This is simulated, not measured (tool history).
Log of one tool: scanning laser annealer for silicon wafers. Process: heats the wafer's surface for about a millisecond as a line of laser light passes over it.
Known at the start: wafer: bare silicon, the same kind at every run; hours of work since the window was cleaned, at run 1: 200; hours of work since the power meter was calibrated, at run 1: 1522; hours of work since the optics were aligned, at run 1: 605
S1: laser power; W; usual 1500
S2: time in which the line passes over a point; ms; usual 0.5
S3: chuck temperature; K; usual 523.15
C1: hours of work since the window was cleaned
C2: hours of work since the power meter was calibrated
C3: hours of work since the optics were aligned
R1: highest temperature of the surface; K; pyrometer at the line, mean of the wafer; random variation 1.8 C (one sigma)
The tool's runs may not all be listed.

| run | day | S1 | S2 | S3 | C1 | C2 | C3 | R1 |
|---|---|---|---|---|---|---|---|---|
| 1 | 0 | 1500 | 0.5 | 523.15 | 200 | 1522 | 605 | 1245.15 |
| 2 | 1.946 | 1500 | 0.548 | 523.15 | 226 | 1547 | 630 | 1277.15 |
| 3 | 4.133 | 1500 | 0.5 | 523.15 | 254 | 1576 | 658 | 1238.15 |
| 4 | 6.492 | 1500 | 0.5 | 523.15 | 285 | 1606 | 689 | 1237.15 |
| 5 | 8.412 | 1500 | 0.5 | 512.15 | 310 | 1631 | 714 | 1227.15 |
| 6 | 9.888 | 1500 | 0.5 | 525.15 | 329 | 1651 | 733 | 1238.15 |
| 7 | 12.292 | 1500 | 0.5 | 523.15 | 361 | 1682 | 765 | 1235.15 |
| 8 | 15.104 | 1500 | 0.5 | 537.15 | 397 | 1719 | 801 | 1251.15 |
| 9 | 16.988 | 1500 | 0.5 | 537.15 | 422 | 1743 | 826 | 1251.15 |
| 10 | 19.508 | 1500 | 0.5 | 523.15 | 455 | 1776 | 859 | 1238.15 |
| 11 | 21.692 | 1500 | 0.5 | 523.15 | 483 | 1804 | 887 | 1235.15 |
| 12 | 24.367 | 1500 | 0.5 | 500.15 | 518 | 1839 | 922 | 1209.15 |
| 13 | 27.267 | 1500 | 0.5 | 500.15 | 556 | 1877 | 960 | 1214.15 |
| 14 | 28.546 | 1500 | 0.5 | 500.15 | 572 | 1894 | 976 | 1211.15 |
| 15 | 30.329 | 1500 | 0.5 | 500.15 | 596 | 1917 | 1000 | 1211.15 |
| 16 | 31.629 | 1500 | 0.5 | 500.15 | 612 | 1934 | 1017 | 1210.15 |
| 17 | 34.408 | 1500 | 0.5 | 500.15 | 649 | 1970 | 1053 | 1212.15 |
| 18 | 37.15 | 1500 | 0.457 | 523.15 | 684 | 2006 | 1089 | 1194.15 |
| 19 | 38.946 | 1319 | 0.5 | 523.15 | 708 | 2029 | 1112 | 1151.15 |
| 20 | 40.971 | 1500 | 0.5 | 523.15 | 734 | 2056 | 1138 | 1231.15 |
| 21 | 43.492 | 1500 | 0.5 | 523.15 | 767 | 2088 | 1171 | 1232.15 |
| 22 | 46.438 | 1430 | 0.58 | 495.15 | 805 | 2127 | 1210 | 1232.15 |
| 23 | 47.925 | 1300 | 0.58 | 495.15 | 825 | 2146 | 1229 | 1167.15 |
| 24 | 50.871 | 1300 | 0.58 | 495.15 | 863 | 2185 | 1267 | 1167.15 |
| 25 | 53.512 | 1300 | 0.58 | 495.15 | 898 | 2219 | 1302 | 1163.15 |
| 26 | 56.308 | 1300 | 0.58 | 495.15 | 934 | 2255 | 1338 | 1164.15 |
|  | 58.046 | window over the wafer cleaned |
| 27 | 58.325 | 1506 | 0.561 | 505.15 | 4 | 2281 | 1363 | 1274.15 |
| 28 | 60.842 | 1566 | 0.423 | 535.15 | 36 | 2313 | 1396 | 1209.15 |
| 29 | 63.346 | 1338 | 0.397 | 530.15 | 69 | 2346 | 1429 | 1087.15 |
| 30 | 65.338 | 1489 | 0.535 | 530.15 | 95 | 2372 | 1455 | 1265.15 |
| 31 | 66.579 | 1566 | 0.515 | 523.15 | 111 | 2388 | 1471 | 1280.15 |
| 32 | 68.512 | 1300 | 0.5 | 499.15 | 136 | 2413 | 1496 | 1119.15 |
| 33 | 70.379 | 1300 | 0.5 | 499.15 | 161 | 2438 | 1520 | 1117.15 |
| 34 | 72.65 | 1300 | 0.5 | 499.15 | 190 | 2467 | 1550 | 1119.15 |
| 35 | 74.092 | 1421 | 0.351 | 499.15 | 209 | 2486 | 1569 | 1047.15 |
| 36 | 76.554 | 1524 | 0.363 | 485.15 | 241 | 2518 | 1601 | 1083.15 |
|  | 77.904 | optics aligned, line set to its width |
| 37 | 79.692 | 1524 | 0.363 | 485.15 | 279 | 2556 | 23 | 1083.15 |
| 38 | 80.933 | 1486 | 0.464 | 542.15 | 295 | 2573 | 39 | 1219.15 |
| 39 | 82.854 | 1638 | 0.359 | 547.15 | 321 | 2598 | 65 | 1185.15 |
| 40 | 84.308 | 1329 | 0.399 | 561.15 | 339 | 2616 | 83 | 1111.15 |
| 41 | 85.646 | 1329 | 0.399 | 561.15 | 357 | 2634 | 101 | 1113.15 |
| 42 | 87.329 | 1329 | 0.399 | 561.15 | 379 | 2656 | 123 | 1115.15 |

3 ways to go on from here, each from the tool as it stands after run 42. What would each give?
| A | 90.329 | 1403 | 0.399 | 491.15 | 418 | 2695 | 162 | ? |
| B | 90.329 | 1500 | 0.455 | 523.15 | 418 | 2695 | 162 | ? |
| C | 90.329 | 1438 | 0.399 | 494.15 | 418 | 2695 | 162 | ? |

| run | R1 |
|---|---|
| A | 1074.15 |
| B | 1198.15 |
| C | 1089.15 |
Without the tool's hidden state the same runs would have given:
| run | R1 |
|---|---|
| A | 1085.15 |
| B | 1212.15 |
| C | 1101.15 |

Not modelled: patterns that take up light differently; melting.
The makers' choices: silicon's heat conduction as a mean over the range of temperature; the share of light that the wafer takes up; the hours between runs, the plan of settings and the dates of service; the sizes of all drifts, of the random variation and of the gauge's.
